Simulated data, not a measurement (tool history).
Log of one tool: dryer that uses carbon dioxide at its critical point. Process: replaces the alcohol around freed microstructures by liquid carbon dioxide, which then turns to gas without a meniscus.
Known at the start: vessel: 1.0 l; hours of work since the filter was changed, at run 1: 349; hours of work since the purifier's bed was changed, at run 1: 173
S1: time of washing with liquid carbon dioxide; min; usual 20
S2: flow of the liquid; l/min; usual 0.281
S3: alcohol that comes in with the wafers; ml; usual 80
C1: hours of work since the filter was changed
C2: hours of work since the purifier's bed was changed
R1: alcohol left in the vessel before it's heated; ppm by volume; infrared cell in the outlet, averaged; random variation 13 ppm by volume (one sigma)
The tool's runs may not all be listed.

run	hour	S1	S2	S3	C1	C2	R1
1	0.0	20	0.281	80	349	173	1105
2	12.8	12	0.281	80	355	179	6172
3	29.4	20	0.281	80	362	185	1157
4	53.7	20	0.281	80	372	195	1169
5	65.8	20	0.281	80	376	200	1185
6	81.2	20	0.182	80	383	207	5507
# hour 95.2: inlet filter changed
7	96.8	20	0.182	80	1	213	4259
8	113.3	20	0.182	80	7	219	4295
9	129.9	27	0.182	80	14	226	1535
10	153.1	29	0.243	80	24	236	275
11	175.7	20	0.175	53	33	245	3248
12	188.8	12	0.400	81	38	250	1468
13	201.7	20	0.197	80	44	256	3352
14	219.0	20	0.197	62	51	263	2673
15	243.0	20	0.238	22	61	273	498
16	260.0	20	0.238	22	68	280	488
17	282.4	19	0.281	25	77	289	364

Measured less the same run without the tool's hidden state. The same run-to-run variation is in both; the gauge's scatter may not be:
The hidden state here: flow that reaches the vessel past the clogged filter, %; alcohol in the recycled carbon dioxide, ppm; drift of the gauge itself on alcohol_ppm, %.
run	R1
1	+357
2	+1279
3	+383
4	+393
5	+402
6	+1275
7	+32
8	+52
9	+41
10	+23
11	+96
12	+73
13	+135
14	+123
15	+44
16	+45
17	+45

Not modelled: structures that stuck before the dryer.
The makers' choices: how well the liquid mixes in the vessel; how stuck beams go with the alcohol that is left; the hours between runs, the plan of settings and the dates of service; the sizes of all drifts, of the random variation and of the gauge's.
